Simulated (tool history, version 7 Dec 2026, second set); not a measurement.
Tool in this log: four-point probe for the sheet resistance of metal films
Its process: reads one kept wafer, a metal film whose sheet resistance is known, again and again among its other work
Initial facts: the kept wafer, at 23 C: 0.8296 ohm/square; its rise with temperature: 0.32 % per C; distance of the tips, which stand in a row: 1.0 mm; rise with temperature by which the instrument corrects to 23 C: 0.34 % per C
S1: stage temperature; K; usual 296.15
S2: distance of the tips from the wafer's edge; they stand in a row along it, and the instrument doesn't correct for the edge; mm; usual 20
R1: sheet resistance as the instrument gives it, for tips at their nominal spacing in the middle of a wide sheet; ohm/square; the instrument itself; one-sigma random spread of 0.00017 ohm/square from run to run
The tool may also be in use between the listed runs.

| run | hour | S1 | S2 | R1 |
|---|---|---|---|---|
| 1 | 0 | 296.15 | 20 | 0.82883 |
| 2 | 15.5 | 296.15 | 20 | 0.828639 |
| 3 | 30.8 | 296.15 | 17 | 0.829051 |
| 4 | 50.4 | 296.15 | 20 | 0.828872 |
| 5 | 68 | 296.15 | 20 | 0.828913 |
| 6 | 97 | 296.15 | 20 | 0.828833 |
| 7 | 124.7 | 296.15 | 20 | 0.828785 |
| 8 | 153.4 | 296.15 | 20 | 0.82859 |
|  | 155.8 | stage's thermometer calibrated |
| 9 | 168.9 | 296.15 | 20 | 0.828052 |
| 10 | 191 | 291.15 | 28 | 0.82857 |

Predict the results of run 11:
| 11 | 209.7 | 291.15 | 28 | ? |

Run 11 produced R1 0.828404 ohm/square.
On a tool with no hidden condition, and with the same random variation, this run would have come out at R1 0.830949 ohm/square.

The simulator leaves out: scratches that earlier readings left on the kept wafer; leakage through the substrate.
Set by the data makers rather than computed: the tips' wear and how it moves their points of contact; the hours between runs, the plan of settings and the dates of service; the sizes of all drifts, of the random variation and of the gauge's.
